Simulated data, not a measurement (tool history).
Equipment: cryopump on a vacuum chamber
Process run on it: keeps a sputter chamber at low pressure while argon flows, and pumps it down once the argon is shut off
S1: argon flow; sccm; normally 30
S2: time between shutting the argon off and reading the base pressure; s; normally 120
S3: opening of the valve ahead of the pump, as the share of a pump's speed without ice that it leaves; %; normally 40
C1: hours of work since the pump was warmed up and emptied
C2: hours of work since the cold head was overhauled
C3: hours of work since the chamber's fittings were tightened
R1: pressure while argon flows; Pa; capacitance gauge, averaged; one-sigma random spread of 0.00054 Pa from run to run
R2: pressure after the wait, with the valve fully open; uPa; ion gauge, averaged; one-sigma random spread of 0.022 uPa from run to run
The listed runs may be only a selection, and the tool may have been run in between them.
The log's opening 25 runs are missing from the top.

Run 26, hour 459.2: usual settings but S1 41 sccm, S2 152 s; C1 689; C2 689; C3 735. Result: R1 0.0784 Pa, R2 0.78 uPa.
Run 27, hour 474.2: usual settings but S1 41 sccm, S2 220 s; C1 699; C2 699; C3 745. Result: R1 0.0781 Pa, R2 0.66 uPa.
Run 28, hour 486.5: usual settings but S1 48 sccm, S3 36 %; C1 707; C2 707; C3 754. Result: R1 0.1014 Pa, R2 0.88 uPa.
Run 29, hour 500.0: usual settings but S2 39 s; C1 716; C2 716; C3 763. Result: R1 0.0576 Pa, R2 1.95 uPa.
Run 30, hour 525.4: usual settings but S2 108 s, S3 24 %; C1 734; C2 734; C3 780. Result: R1 0.0929 Pa, R2 0.94 uPa.
Run 31, hour 538.9: usual settings but S2 108 s, S3 24 %; C1 743; C2 743; C3 789. Result: R1 0.0920 Pa, R2 0.92 uPa.
Run 32, hour 562.4: usual settings but S1 24 sccm, S2 53 s, S3 15 %; C1 759; C2 759; C3 805. Result: R1 0.1166 Pa, R2 1.51 uPa.
Run 33, hour 585.1: usual settings but S1 13 sccm, S2 31 s, S3 19 %; C1 774; C2 774; C3 821. Result: R1 0.0500 Pa, R2 2.27 uPa.
Run 34, hour 607.6: usual settings but S1 13 sccm, S2 31 s, S3 19 %; C1 790; C2 790; C3 836. Result: R1 0.0496 Pa, R2 2.26 uPa.

4 ways to go on from here, each from the tool as it stands after run 34. What would each give?
Run A, hour 618.5: usual settings but S1 18 sccm, S2 31 s, S3 29 %; C1 797; C2 797; C3 844. Result: R1 ?, R2 ?.
Run B, hour 618.5: usual settings but S1 56 sccm, S2 223 s, S3 30 %; C1 797; C2 797; C3 844. Result: R1 ?, R2 ?.
Run C, hour 618.5: usual settings but S1 14 sccm, S2 155 s, S3 29 %; C1 797; C2 797; C3 844. Result: R1 ?, R2 ?.
Run D, hour 618.5: usual settings but S3 37 %; C1 797; C2 797; C3 844. Result: R1 ?, R2 ?.

run      R1    R2
  A  0.0472  2.29
  B  0.1397  0.72
  C  0.0373  0.80
  D  0.0624  0.92
What these runs would have given with no unlogged condition in the tool:
run      R1    R2
  A  0.0443  1.99
  B  0.1305  0.41
  C  0.0350  0.50
  D  0.0575  0.61

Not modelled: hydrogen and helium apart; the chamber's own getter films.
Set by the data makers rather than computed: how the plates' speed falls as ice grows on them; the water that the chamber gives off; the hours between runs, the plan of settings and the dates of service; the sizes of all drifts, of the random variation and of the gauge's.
